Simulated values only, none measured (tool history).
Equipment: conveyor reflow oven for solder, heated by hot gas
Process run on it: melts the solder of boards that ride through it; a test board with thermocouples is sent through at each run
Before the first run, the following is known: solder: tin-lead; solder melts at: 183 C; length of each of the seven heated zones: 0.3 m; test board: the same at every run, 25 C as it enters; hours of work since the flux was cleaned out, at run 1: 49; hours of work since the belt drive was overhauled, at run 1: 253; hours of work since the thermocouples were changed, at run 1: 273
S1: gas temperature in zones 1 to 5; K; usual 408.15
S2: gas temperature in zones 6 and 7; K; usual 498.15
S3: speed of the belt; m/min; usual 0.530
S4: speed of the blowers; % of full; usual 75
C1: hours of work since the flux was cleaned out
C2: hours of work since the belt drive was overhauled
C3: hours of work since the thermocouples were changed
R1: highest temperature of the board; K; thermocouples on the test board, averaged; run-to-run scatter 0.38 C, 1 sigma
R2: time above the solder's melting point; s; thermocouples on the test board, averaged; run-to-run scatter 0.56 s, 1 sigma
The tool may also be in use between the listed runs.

run  hour      S1      S2     S3  S4   C1   C2   C3      R1    R2
  1   0.0  408.15  498.15  0.530  75   49  253  273  482.25  44.1
  2   4.3  408.15  498.15  0.530  75   53  257  276  482.25  43.7
  3   8.3  408.15  498.15  0.530  75   56  260  279  481.95  43.3
  4  14.7  408.15  498.15  0.530  75   61  265  284  481.55  43.9
  5  21.3  408.15  498.15  0.530  75   66  270  289  482.45  44.4
  6  26.7  408.15  498.15  0.530  75   70  274  294  482.15  43.3
  7  32.0  408.15  498.15  0.530  54   75  279  298  475.85  35.9
  8  37.6  408.15  498.15  0.530  75   79  283  302  481.85  44.3
  9  41.9  394.15  511.15  0.438  88   82  286  306  500.25  64.8
 10  45.8  394.15  511.15  0.438  88   85  289  309  500.75  65.5
 11  51.8  408.15  498.15  0.600  75   90  294  313  478.65  33.8
 12  60.6  408.15  506.15  0.555  50   97  301  320  477.35  34.5
 13  69.1  408.15  506.15  0.555  50  104  308  327  477.75  35.6
 14  73.8  408.15  498.15  0.605  75  107  311  331  477.35  32.9
 15  81.3  422.15  486.15  0.469  75  113  317  337  477.75  50.7

Consider 4 possible next runs. They are alternatives, not a sequence: every one starts from the tool as it was left by run 15. What does each give?
  A  85.2  422.15  486.15  0.517  75  116  320  340   ?   ?
  B  85.2  402.15  491.15  0.423  75  116  320  340   ?   ?
  C  85.2  421.15  498.15  0.626  75  116  320  340   ?   ?
  D  85.2  422.15  501.15  0.469  75  116  320  340   ?   ?

run      R1    R2
  A  476.05  43.2
  B  481.35  53.8
  C  479.25  37.8
  D  489.95  63.1
Without the tool's hidden state the same runs would have given:
run      R1    R2
  A  475.65  42.6
  B  480.85  53.2
  C  479.05  37.6
  D  489.45  62.4
